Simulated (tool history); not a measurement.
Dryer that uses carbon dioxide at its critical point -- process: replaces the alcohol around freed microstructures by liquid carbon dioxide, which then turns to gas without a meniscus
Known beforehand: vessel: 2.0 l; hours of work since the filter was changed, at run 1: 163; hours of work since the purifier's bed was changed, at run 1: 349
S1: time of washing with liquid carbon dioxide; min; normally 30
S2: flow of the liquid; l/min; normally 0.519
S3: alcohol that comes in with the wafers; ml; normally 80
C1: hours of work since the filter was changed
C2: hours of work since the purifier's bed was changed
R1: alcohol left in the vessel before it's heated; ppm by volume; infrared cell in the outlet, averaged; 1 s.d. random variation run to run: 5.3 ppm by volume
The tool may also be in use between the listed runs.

Run 1, hour 0.0: usual settings; C1 163; C2 349. Result: R1 276 ppm by volume.
Run 2, hour 21.6: usual settings but S3 42 ml; C1 178; C2 364. Result: R1 203 ppm by volume.
Run 3, hour 67.7: usual settings but S3 42 ml; C1 209; C2 395. Result: R1 227 ppm by volume.
At hour 108.6: inlet filter changed.
Run 4, hour 110.4: usual settings but S3 42 ml; C1 1; C2 424. Result: R1 187 ppm by volume.
Run 5, hour 147.5: usual settings but S2 0.778 l/min, S3 42 ml; C1 27; C2 449. Result: R1 122 ppm by volume.
Run 6, hour 184.3: usual settings but S2 0.778 l/min, S3 42 ml; C1 52; C2 475. Result: R1 140 ppm by volume.
Run 7, hour 209.3: usual settings; C1 69; C2 492. Result: R1 305 ppm by volume.
Run 8, hour 234.0: usual settings; C1 86; C2 509. Result: R1 293 ppm by volume.
Run 9, hour 269.1: usual settings; C1 110; C2 533. Result: R1 315 ppm by volume.
Run 10, hour 316.7: usual settings but S1 29 min; C1 143; C2 565. Result: R1 385 ppm by volume.
Run 11, hour 361.5: usual settings but S1 40 min; C1 174; C2 596. Result: R1 206 ppm by volume.
Run 12, hour 392.2: usual settings but S1 40 min, S2 0.504 l/min; C1 195; C2 617. Result: R1 218 ppm by volume.
Run 13, hour 429.0: usual settings but S1 35 min, S2 0.418 l/min; C1 220; C2 643. Result: R1 470 ppm by volume.
At hour 452.6: inlet filter changed.
Run 14, hour 466.5: usual settings but S1 33 min, S2 0.418 l/min, S3 111 ml; C1 10; C2 668. Result: R1 484 ppm by volume.
At hour 509.0: purifier's bed changed.
Run 15, hour 509.9: usual settings but S1 31 min, S3 52 ml; C1 37; C2 1. Result: R1 80 ppm by volume.
Run 16, hour 545.9: usual settings but S1 31 min, S3 52 ml; C1 62; C2 25. Result: R1 86 ppm by volume.
Run 17, hour 577.4: usual settings but S1 31 min, S3 52 ml; C1 84; C2 47. Result: R1 93 ppm by volume.
Run 18, hour 623.1: usual settings but S2 0.486 l/min, S3 29 ml; C1 115; C2 78. Result: R1 122 ppm by volume.
Run 19, hour 663.0: usual settings but S2 0.486 l/min, S3 29 ml; C1 142; C2 106. Result: R1 125 ppm by volume.
Run 20, hour 693.4: usual settings but S2 0.633 l/min, S3 23 ml; C1 163; C2 127. Result: R1 64 ppm by volume.
Run 21, hour 715.0: usual settings but S1 22 min, S2 0.575 l/min, S3 36 ml; C1 178; C2 141. Result: R1 315 ppm by volume.
Run 22, hour 741.2: usual settings but S1 19 min, S3 27 ml; C1 196; C2 159. Result: R1 547 ppm by volume.

Each row is a separate what-if for the run after 22, all from the same tool condition, not one after another. Results?
Run A, hour 781.5: usual settings but S1 34 min, S2 0.747 l/min, S3 28 ml; C1 224; C2 187. Result: R1 ?.
Run B, hour 781.5: usual settings but S1 19 min, S3 87 ml; C1 224; C2 187. Result: R1 ?.
Run C, hour 781.5: usual settings but S1 38 min, S2 0.605 l/min; C1 224; C2 187. Result: R1 ?.
Run D, hour 781.5: usual settings but S1 36 min, S2 0.463 l/min, S3 74 ml; C1 224; C2 187. Result: R1 ?.
Run E, hour 781.5: usual settings but S1 19 min, S2 0.394 l/min, S3 82 ml; C1 224; C2 187. Result: R1 ?.

run    R1
  A    68
  B  1805
  C    88
  D   218
  E  3535
Stripped of hidden state, with their random variation kept, the same runs would have yielded:
run    R1
  A    10
  B  1049
  C    16
  D    70
  E  2350

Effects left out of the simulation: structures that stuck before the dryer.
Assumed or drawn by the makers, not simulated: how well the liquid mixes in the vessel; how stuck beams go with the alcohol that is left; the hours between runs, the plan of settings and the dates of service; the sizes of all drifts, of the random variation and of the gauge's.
